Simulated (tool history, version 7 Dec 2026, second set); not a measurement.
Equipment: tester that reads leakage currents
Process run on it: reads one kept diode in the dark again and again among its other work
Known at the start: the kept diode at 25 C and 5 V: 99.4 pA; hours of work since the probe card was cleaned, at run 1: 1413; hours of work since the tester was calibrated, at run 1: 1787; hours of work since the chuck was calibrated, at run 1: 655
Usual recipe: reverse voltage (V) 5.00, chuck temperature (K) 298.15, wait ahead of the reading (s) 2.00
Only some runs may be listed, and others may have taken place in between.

| run | hour | reverse voltage (V) | chuck temperature (K) | wait ahead of the reading (s) | hours of work since the probe card was cleaned | hours of work since the tester was calibrated | hours of work since the chuck was calibrated | current that the tester gives (pA) |
|---|---|---|---|---|---|---|---|---|
| 1 | 0.0 | 5.00 | 298.15 | 2.00 | 1413 | 1787 | 655 | 93.73 |
|  | 97.3 | chuck's temperature calibrated |
| 2 | 97.3 | 5.00 | 298.15 | 2.00 | 1456 | 1831 | 0 | 104.09 |
| 3 | 185.9 | 1.94 | 298.15 | 2.00 | 1497 | 1871 | 41 | 63.67 |
| 4 | 321.6 | 5.00 | 298.15 | 6.60 | 1559 | 1934 | 103 | 101.97 |
| 5 | 456.9 | 5.00 | 298.15 | 6.60 | 1622 | 1996 | 165 | 101.17 |
| 6 | 576.7 | 5.00 | 298.15 | 2.00 | 1677 | 2051 | 220 | 101.65 |
| 7 | 763.3 | 5.00 | 302.15 | 2.00 | 1762 | 2137 | 306 | 137.91 |
| 8 | 872.4 | 5.00 | 302.15 | 2.00 | 1812 | 2187 | 356 | 136.41 |
| 9 | 1072.7 | 5.00 | 298.15 | 5.50 | 1904 | 2279 | 448 | 97.71 |
| 10 | 1201.5 | 5.00 | 298.15 | 5.50 | 1964 | 2338 | 507 | 96.55 |
| 11 | 1339.3 | 5.00 | 298.15 | 5.50 | 2027 | 2401 | 571 | 95.87 |
| 12 | 1484.1 | 5.00 | 298.15 | 5.50 | 2093 | 2468 | 637 | 95.33 |
|  | 1605.2 | chuck's temperature calibrated |
| 13 | 1650.1 | 4.98 | 298.15 | 2.00 | 2169 | 2543 | 21 | 104.67 |
| 14 | 1757.4 | 7.60 | 298.15 | 2.00 | 2218 | 2592 | 70 | 128.89 |
|  | 1789.3 | tester calibrated |
| 15 | 1946.1 | 7.60 | 298.15 | 2.00 | 2304 | 72 | 156 | 125.71 |
| 16 | 2086.4 | 7.60 | 298.15 | 2.00 | 2368 | 136 | 220 | 125.24 |
| 17 | 2208.7 | 7.60 | 298.15 | 2.00 | 2424 | 193 | 276 | 123.73 |
| 18 | 2379.1 | 7.60 | 298.15 | 2.00 | 2503 | 271 | 355 | 122.70 |
| 19 | 2467.9 | 7.60 | 298.15 | 2.00 | 2544 | 312 | 395 | 122.37 |
| 20 | 2650.5 | 5.00 | 298.15 | 2.00 | 2627 | 396 | 479 | 96.56 |
| 21 | 2752.9 | 5.00 | 298.15 | 6.43 | 2674 | 443 | 526 | 95.01 |
| 22 | 2912.3 | 4.21 | 298.15 | 2.00 | 2748 | 516 | 600 | 86.98 |
| 23 | 3034.4 | 1.66 | 309.15 | 0.57 | 2804 | 572 | 656 | 127.49 |
|  | 3113.4 | chuck's temperature calibrated |
| 24 | 3119.3 | 7.97 | 326.15 | 1.03 | 2842 | 610 | 3 | 1077.63 |
| 25 | 3256.8 | 4.38 | 319.15 | 0.59 | 2905 | 673 | 66 | 480.86 |
|  | 3459.8 | probe card cleaned and baked |
| 26 | 3460.6 | 15.10 | 320.15 | 4.94 | 0 | 765 | 158 | 939.35 |
| 27 | 3605.5 | 15.10 | 320.15 | 4.94 | 67 | 832 | 225 | 936.40 |
| 28 | 3742.6 | 2.01 | 300.15 | 4.94 | 130 | 895 | 288 | 70.91 |
| 29 | 3914.8 | 14.23 | 311.15 | 0.84 | 209 | 974 | 367 | 458.71 |
| 30 | 4078.0 | 8.03 | 311.15 | 0.84 | 284 | 1049 | 442 | 341.05 |
| 31 | 4244.2 | 1.42 | 314.15 | 0.86 | 360 | 1125 | 518 | 174.66 |
| 32 | 4444.1 | 1.42 | 314.15 | 0.86 | 452 | 1217 | 610 | 172.64 |
| 33 | 4590.5 | 1.42 | 314.15 | 0.86 | 519 | 1285 | 677 | 172.12 |
|  | 4633.6 | chuck's temperature calibrated |
| 34 | 4702.9 | 1.52 | 297.15 | 1.58 | 570 | 1335 | 32 | 50.66 |
| 35 | 4872.9 | 2.00 | 299.15 | 6.59 | 648 | 1413 | 110 | 68.15 |
| 36 | 5029.1 | 1.51 | 293.15 | 2.00 | 720 | 1485 | 182 | 35.46 |
| 37 | 5159.4 | 4.88 | 298.15 | 2.20 | 780 | 1545 | 242 | 96.54 |
| 38 | 5342.2 | 2.81 | 297.15 | 0.81 | 864 | 1629 | 326 | 67.97 |
| 39 | 5539.6 | 1.99 | 298.15 | 5.17 | 954 | 1720 | 416 | 59.50 |
| 40 | 5622.2 | 2.67 | 303.15 | 0.53 | 992 | 1758 | 454 | 105.84 |

Consider 3 possible next runs. They are alternatives, not a sequence: every one starts from the tool as it was left by run 40. What does each give?
| A | 5749.3 | 11.92 | 303.15 | 0.53 | 1051 | 1816 | 513 | ? |
| B | 5749.3 | 5.00 | 329.15 | 2.00 | 1051 | 1816 | 513 | ? |
| C | 5749.3 | 7.82 | 303.15 | 0.53 | 1051 | 1816 | 513 | ? |

| run | current that the tester gives (pA) |
|---|---|
| A | 230.08 |
| B | 979.62 |
| C | 183.35 |
What these runs would have given with no unlogged condition in the tool:
| run | current that the tester gives (pA) |
|---|---|
| A | 242.05 |
| B | 1035.39 |
| C | 193.58 |

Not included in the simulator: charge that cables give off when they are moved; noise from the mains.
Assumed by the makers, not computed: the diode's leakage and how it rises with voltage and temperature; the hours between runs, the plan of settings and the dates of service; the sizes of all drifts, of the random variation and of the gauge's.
